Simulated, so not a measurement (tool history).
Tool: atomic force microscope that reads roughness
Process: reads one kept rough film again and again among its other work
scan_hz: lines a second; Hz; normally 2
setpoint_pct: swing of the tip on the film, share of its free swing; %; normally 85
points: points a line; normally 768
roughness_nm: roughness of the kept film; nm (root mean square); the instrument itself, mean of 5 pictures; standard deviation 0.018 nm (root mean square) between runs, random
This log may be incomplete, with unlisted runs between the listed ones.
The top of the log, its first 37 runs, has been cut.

run,hour,scan_hz,setpoint_pct,points,roughness_nm
38,1542.6,2.16,80,727,4.458
# hour 1551.8: new tip fitted
39,1592.7,2,57,768,4.766
40,1619.9,2,69,333,4.637
# hour 1636.7: new tip fitted
41,1652.1,2,69,333,4.569
42,1701.1,0.83,75,444,4.7
# hour 1723.9: new tip fitted
43,1734.6,0.61,68,264,4.707
44,1768,0.61,68,264,4.646
45,1793.7,0.61,68,264,4.682
# hour 1809.8: new tip fitted
46,1829.7,3.77,72,264,4.396

Here are 3 independent what-if runs from the current tool condition. What would each one return?
A,1873.1,3.77,72,544,?
B,1873.1,0.59,85,490,?
C,1873.1,3.77,88,309,?

run,roughness_nm
A,4.429
B,4.677
C,4.034
Without the tool's hidden state the same runs would have given:
run,roughness_nm
A,4.434
B,4.683
C,4.039
